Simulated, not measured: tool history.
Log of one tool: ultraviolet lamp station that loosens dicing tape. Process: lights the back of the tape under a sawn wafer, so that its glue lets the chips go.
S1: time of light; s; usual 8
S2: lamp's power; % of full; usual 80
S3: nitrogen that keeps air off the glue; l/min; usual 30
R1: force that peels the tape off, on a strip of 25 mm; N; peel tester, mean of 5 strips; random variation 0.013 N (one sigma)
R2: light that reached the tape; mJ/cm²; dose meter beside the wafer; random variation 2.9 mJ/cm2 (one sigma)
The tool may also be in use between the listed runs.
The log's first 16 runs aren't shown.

{"run": 17, "hour": 114.0, "S1": 8, "S2": 83, "S3": 30, "R1": 0.687, "R2": 390}
{"run": 18, "hour": 122.5, "S1": 8, "S2": 99, "S3": 30, "R1": 0.522, "R2": 460}
{"run": 19, "hour": 131.4, "S1": 8, "S2": 99, "S3": 30, "R1": 0.534, "R2": 463}
{"run": 20, "hour": 141.2, "S1": 6, "S2": 82, "S3": 18, "R1": 1.395, "R2": 288}
{"run": 21, "hour": 152.4, "S1": 6, "S2": 82, "S3": 18, "R1": 1.334, "R2": 287}
{"run": 22, "hour": 159.3, "S1": 6, "S2": 80, "S3": 33, "R1": 1.134, "R2": 278}
{"run": 23, "hour": 166.7, "S1": 11, "S2": 80, "S3": 30, "R1": 0.469, "R2": 509}
{"run": 24, "hour": 176.4, "S1": 8, "S2": 98, "S3": 31, "R1": 0.559, "R2": 451}
{"run": 25, "hour": 186.8, "S1": 8, "S2": 82, "S3": 31, "R1": 0.745, "R2": 379}
{"run": 26, "hour": 192.6, "S1": 8, "S2": 82, "S3": 31, "R1": 0.737, "R2": 372}
{"run": 27, "hour": 197.7, "S1": 8, "S2": 60, "S3": 31, "R1": 1.156, "R2": 272}
{"run": 28, "hour": 204.7, "S1": 9, "S2": 80, "S3": 43, "R1": 0.561, "R2": 415}
{"run": 29, "hour": 211.6, "S1": 9, "S2": 80, "S3": 43, "R1": 0.585, "R2": 407}
{"hour": 215.7, "done": "window cleaned of glue's vapour"}
{"run": 30, "hour": 216.9, "S1": 11, "S2": 71, "S3": 30, "R1": 0.514, "R2": 495}
{"run": 31, "hour": 222.1, "S1": 8, "S2": 71, "S3": 11, "R1": 1.181, "R2": 360}
{"run": 32, "hour": 233.3, "S1": 8, "S2": 71, "S3": 11, "R1": 1.235, "R2": 360}
{"run": 33, "hour": 241.5, "S1": 15, "S2": 63, "S3": 30, "R1": 0.384, "R2": 597}
{"run": 34, "hour": 248.6, "S1": 6, "S2": 80, "S3": 30, "R1": 1.014, "R2": 302}
{"run": 35, "hour": 254.4, "S1": 10, "S2": 76, "S3": 9, "R1": 0.911, "R2": 474}

5 ways to go on from here, each from the tool as it stands after run 35. What would each give?
{"run": "A", "hour": 265.4, "S1": 8, "S2": 76, "S3": 9, "R1": "?", "R2": "?"}
{"run": "B", "hour": 265.4, "S1": 6, "S2": 63, "S3": 50, "R1": "?", "R2": "?"}
{"run": "C", "hour": 265.4, "S1": 8, "S2": 71, "S3": 30, "R1": "?", "R2": "?"}
{"run": "D", "hour": 265.4, "S1": 10, "S2": 76, "S3": 25, "R1": "?", "R2": "?"}
{"run": "E", "hour": 265.4, "S1": 5, "S2": 78, "S3": 49, "R1": "?", "R2": "?"}

run=A R1=1.225 R2=379
run=B R1=1.198 R2=237
run=C R1=0.811 R2=356
run=D R1=0.564 R2=477
run=E R1=1.180 R2=241
Without the tool's hidden state the same runs would have given:
run=A R1=1.110 R2=409
run=B R1=1.084 R2=255
run=C R1=0.723 R2=384
run=D R1=0.502 R2=515
run=E R1=1.066 R2=260

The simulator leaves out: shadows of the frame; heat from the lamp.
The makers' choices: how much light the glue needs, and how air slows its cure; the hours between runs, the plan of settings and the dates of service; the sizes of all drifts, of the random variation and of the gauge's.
